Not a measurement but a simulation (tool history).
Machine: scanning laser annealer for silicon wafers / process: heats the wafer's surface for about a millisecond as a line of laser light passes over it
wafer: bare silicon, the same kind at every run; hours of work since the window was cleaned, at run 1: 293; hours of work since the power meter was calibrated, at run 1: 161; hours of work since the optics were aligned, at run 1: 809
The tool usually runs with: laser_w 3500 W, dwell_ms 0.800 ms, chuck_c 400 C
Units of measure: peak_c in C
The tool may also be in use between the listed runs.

| run | day | laser_w | dwell_ms | chuck_c | hours of work since the window was cleaned | hours of work since the power meter was calibrated | hours of work since the optics were aligned | peak_c |
|---|---|---|---|---|---|---|---|---|
| 1 | 0.000 | 3500 | 0.800 | 400 | 293 | 161 | 809 | 1081 |
| 2 | 0.246 | 3500 | 0.800 | 400 | 297 | 166 | 814 | 1082 |
| 3 | 0.700 | 3500 | 0.800 | 400 | 306 | 174 | 823 | 1082 |
|  | 1.042 | optics aligned, line set to its width |
| 4 | 1.292 | 3500 | 0.800 | 400 | 313 | 181 | 5 | 1097 |
| 5 | 1.679 | 3500 | 0.800 | 400 | 320 | 189 | 12 | 1092 |
| 6 | 2.017 | 3582 | 0.800 | 400 | 327 | 195 | 18 | 1115 |
| 7 | 2.442 | 3582 | 0.800 | 400 | 335 | 203 | 26 | 1114 |
| 8 | 2.871 | 3582 | 0.800 | 400 | 343 | 211 | 34 | 1113 |
| 9 | 3.300 | 3500 | 0.800 | 400 | 351 | 219 | 42 | 1090 |
| 10 | 3.571 | 3500 | 0.800 | 400 | 356 | 224 | 47 | 1090 |
| 11 | 4.054 | 3500 | 0.800 | 400 | 365 | 233 | 56 | 1087 |
| 12 | 4.529 | 3500 | 0.800 | 400 | 374 | 242 | 65 | 1089 |
| 13 | 4.942 | 3500 | 0.800 | 400 | 381 | 250 | 73 | 1086 |
| 14 | 5.138 | 3500 | 0.800 | 400 | 385 | 253 | 77 | 1087 |
| 15 | 5.550 | 3500 | 0.800 | 400 | 393 | 261 | 84 | 1088 |
| 16 | 5.808 | 3500 | 0.707 | 400 | 398 | 266 | 89 | 1052 |
| 17 | 6.158 | 3500 | 0.707 | 400 | 404 | 273 | 96 | 1047 |
| 18 | 6.425 | 3500 | 0.800 | 381 | 409 | 278 | 101 | 1060 |
| 19 | 6.850 | 3500 | 0.800 | 381 | 417 | 285 | 109 | 1065 |
| 20 | 7.271 | 3500 | 0.800 | 381 | 425 | 293 | 117 | 1060 |
|  | 7.567 | window over the wafer cleaned |
| 21 | 7.629 | 3500 | 0.800 | 381 | 1 | 298 | 122 | 1110 |
| 22 | 7.842 | 3500 | 0.800 | 381 | 5 | 302 | 126 | 1110 |
| 23 | 8.158 | 3152 | 0.807 | 388 | 11 | 308 | 132 | 1034 |
| 24 | 8.488 | 3709 | 0.996 | 364 | 17 | 315 | 138 | 1220 |
| 25 | 8.833 | 3097 | 0.696 | 391 | 24 | 321 | 144 | 983 |

Predict the results of run 26:
| 26 | 9.221 | 3636 | 0.988 | 391 | 31 | 328 | 152 | ? |

{"run 26": {"peak_c": 1224}}
Had the tool carried no hidden state, the very same run would have given peak_c 1226 C.
